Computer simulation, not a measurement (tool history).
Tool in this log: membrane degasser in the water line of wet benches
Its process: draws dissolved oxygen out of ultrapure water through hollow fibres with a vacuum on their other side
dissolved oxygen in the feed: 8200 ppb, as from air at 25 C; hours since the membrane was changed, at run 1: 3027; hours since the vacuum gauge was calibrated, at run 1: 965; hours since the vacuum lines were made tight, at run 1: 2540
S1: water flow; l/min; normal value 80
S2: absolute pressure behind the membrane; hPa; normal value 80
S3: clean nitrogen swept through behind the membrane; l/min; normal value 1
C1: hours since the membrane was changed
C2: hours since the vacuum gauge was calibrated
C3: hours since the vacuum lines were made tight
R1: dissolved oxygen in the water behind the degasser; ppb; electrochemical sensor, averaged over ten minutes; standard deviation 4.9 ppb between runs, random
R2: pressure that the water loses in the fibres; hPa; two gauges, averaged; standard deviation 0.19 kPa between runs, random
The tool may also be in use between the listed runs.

run	day	S1	S2	S3	C1	C2	C3	R1	R2
1	0	80	80	1	3027	965	2540	617.5	393.7
2	5.529	80	80	1	3159	1098	2673	617.9	389.2
3	11.579	80	80	1	3305	1243	2818	617	394
4	20.842	73	80	1	3527	1465	3040	578.5	359.4
5	26.817	73	80	1	3670	1609	3184	576.4	360.3
6	36.658	73	80	1	3906	1845	3420	575.9	361.2
7	44.758	80	80	1	4101	2039	3614	624	395.4
8	53.608	80	80	1	4313	2252	3827	624.1	395.7
9	62.254	80	187.2	1	4521	2459	4034	1748.9	398.9
10	67.954	80	48.9	1	4658	2596	4171	248.1	399.2
11	75.771	80	80	1	4845	2784	4359	629.3	399.5
# day 77.558: seals of the vacuum lines changed
12	82.304	80	80	1	5000	2938	114	633.8	399.7
13	88.562	80	80	1	5150	3089	264	636.7	397.3
14	98.317	80	80	1	5384	3323	498	640.4	398.6
# day 105.746: vacuum gauge calibrated
15	107.15	80	80	1	5596	34	710	642.2	401.2
16	114.583	80	73.7	1	5774	212	888	568.1	398.7
17	121.129	80	73.7	1	5931	369	1045	571.8	400.7
18	126.958	80	73.7	1	6071	509	1185	579.1	398.8
19	132.55	80	80	2.44	6205	643	1319	344.4	404.3
20	142.662	80	80	2.44	6448	886	1562	347.8	403.2
21	148.412	81	63.4	0.74	6586	1024	1700	546.5	410.6
22	152.912	80	81.4	2.27	6694	1132	1808	377.9	402.7
23	162.029	80	81.4	2.27	6913	1351	2027	372.6	404.7
24	167.367	118	129	1	7041	1479	2155	1543.5	598.8
# day 168.642: vacuum gauge calibrated, once more
25	172.712	54	129	0.51	7169	98	2283	1373.5	270.9
26	181.7	54	129	0.51	7384	313	2498	1354.8	274.3
27	186.162	122	76.2	1.15	7492	421	2605	700.8	617.2
28	192.458	63	83.1	1.15	7643	572	2757	500	317.9
29	202.608	51	127.1	0.53	7886	815	3000	1288.9	259.5
30	209.079	97	127.1	0.53	8041	970	3155	1794.3	495.3
31	215.958	97	127.1	0.53	8207	1136	3321	1810.2	496.4
32	224.279	97	158.1	0.53	8406	1335	3520	2308.8	492.9

Subtracting, for every run, the result it would have given without the tool's unlogged condition from the measured result gives the following. The same run-to-run variation enters both numbers; the gauge's scatter may not:
The hidden state here: membrane still open, %; true pressure behind the membrane over the reading, kPa; air that leaks in behind the membrane, l/min; drift of the gauge itself on oxygen_ppb, %; drift of the gauge itself on loss_of_pressure_kpa, %.
run	R1	R2
1	+3	+9.2
2	+4.2	+9.4
3	+5.3	+9.7
4	+6.7	+9.4
5	+7.9	+9.8
6	+9.7	+10.4
7	+12.1	+11.9
8	+13.8	+12.6
9	+8.3	+13.2
10	+20.1	+13.5
11	+18.3	+14
12	+23	+14.4
13	+24.3	+14.8
14	+26.3	+15.5
15	+32.6	+16
16	+34.7	+16.5
17	+36	+16.8
18	+37.7	+17.2
19	+21.8	+17.7
20	+23.2	+18.2
21	+51.2	+19
22	+25.7	+18.9
23	+26.4	+19.7
24	+51.4	+29.5
25	-9.7	+13.8
26	-8.1	+14.1
27	+7.4	+32.4
28	+2	+17
29	-4.1	+14.3
30	-3.1	+27.6
31	-2	+28.2
32	-5.4	+29
